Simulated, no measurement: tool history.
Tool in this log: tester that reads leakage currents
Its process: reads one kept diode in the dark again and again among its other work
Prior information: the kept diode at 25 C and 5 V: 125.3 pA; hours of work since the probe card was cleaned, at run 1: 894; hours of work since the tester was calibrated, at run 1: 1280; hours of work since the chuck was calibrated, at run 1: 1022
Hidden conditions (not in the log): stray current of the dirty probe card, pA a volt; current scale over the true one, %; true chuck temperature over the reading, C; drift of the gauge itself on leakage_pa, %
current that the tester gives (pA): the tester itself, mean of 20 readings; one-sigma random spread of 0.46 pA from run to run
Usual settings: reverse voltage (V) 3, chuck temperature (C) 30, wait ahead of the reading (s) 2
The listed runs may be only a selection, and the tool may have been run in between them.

run      day  reverse voltage (V)  chuck temperature (C)  wait ahead of the reading (s)  hours of work since the probe card was cleaned  hours of work since the tester was calibrated  hours of work since the chuck was calibrated  current that the tester gives (pA)
  1        0                    3                     30                              2                                             894                                           1280                                          1022                              139.32
  2    5.688                    3                     30                              2                                             962                                           1349                                          1090                              138.02
  3   12.242                10.25                     30                              2                                            1041                                           1428                                          1169                              218.04
  4   16.158                10.25                     30                            0.5                                            1088                                           1475                                          1216                              219.12
  5   20.671                    3                     30                              2                                            1143                                           1529                                          1270                              136.62
  6   27.558                    3                     30                              2                                            1226                                           1612                                          1353                              135.88
  7   34.354                    3                     30                              2                                            1308                                           1694                                          1435                              135.53
  8   41.975                    3                     30                              2                                            1399                                           1786                                          1527                              134.65
      43.404  -- chuck's temperature calibrated
  9   47.788                    3                     30                           0.39                                            1468                                           1855                                            53                              149.23
 10   52.654                    3                     30                           0.39                                            1527                                           1914                                           111                              149.63
 11   60.158                  6.4                     30                           0.39                                            1617                                           2004                                           202                              197.56
 12   66.154                  6.4                     30                           0.39                                            1690                                           2076                                           274                              196.99
 13   69.429                  6.4                     30                           0.39                                            1729                                           2116                                           313                              196.05
 14   72.654                  6.4                     30                           0.39                                            1768                                           2155                                           352                              195.57
 15   80.225                  6.4                     30                           0.39                                            1859                                           2246                                           443                              194.79
 16   85.762                 3.89                     30                              2                                            1926                                           2312                                           510                              159.53
 17   93.017                 3.89                     30                           8.09                                            2013                                           2400                                           598                              158.42
 18   97.233                 3.89                     30                           8.09                                            2064                                           2451                                           648                              157.63
      97.721  -- probe card cleaned and baked
 19  102.812                 1.05                     51                            1.3                                              61                                           2516                                           714                              409.55
 20  107.633                 1.05                     55                           0.52                                             119                                           2574                                           772                              528.17
 21  110.829                    3                     30                           0.99                                             158                                           2613                                           811                              142.57
 22  116.133                17.11                     38                              2                                             222                                           2677                                           875                              485.59
 23  120.879                 3.44                     21                           2.18                                             279                                           2734                                           932                               77.02
 24  124.821                 1.51                     20                           2.37                                             326                                           2781                                           979                               51.54
     128.779  -- probe card cleaned and baked, once more
 25  129.925                 1.51                     20                           2.37                                              14                                           2841                                          1039                               49.17
 26  134.904                 1.51                     20                           2.37                                              74                                           2901                                          1099                               49.15
 27  141.825                 1.29                     56                           3.52                                             157                                           2985                                          1182                               588.8
     143.446  -- tester calibrated
 28  146.021                 1.29                     56                           3.52                                             207                                             31                                          1232                               599.6
 29  152.783                  3.4                     30                              2                                             288                                            112                                          1313                              143.28
 30  160.488                  3.4                     30                              2                                             381                                            205                                          1406                              141.75
 31  164.779                  3.4                     30                              2                                             433                                            257                                          1458                              141.17
 32  168.404                  3.4                     30                              2                                             476                                            301                                          1502                              140.64
     172.575  -- chuck's temperature calibrated
 33    173.1                 3.15                     31                              2                                             532                                            356                                             6                              167.08
 34  180.888                 3.15                     31                              2                                             626                                            450                                           100                               164.9
 35  188.804                12.72                     33                           5.52                                             721                                            545                                           195                              320.16

Branching from run 35: 3 alternative next runs. What would each branch give?
  A  196.588                  1.5                     45                              2                                             815                                            639                                           289                                   ?
  B  196.588                12.72                     58                           1.29                                             815                                            639                                           289                                   ?
  C  196.588                 1.35                     27                            6.4                                             815                                            639                                           289                                   ?

run  current that the tester gives (pA)
  A                               331.5
  B                             1667.38
  C                               88.77
What these runs would have given with no unlogged condition in the tool:
run  current that the tester gives (pA)
  A                              339.08
  B                             1700.96
  C                               90.67
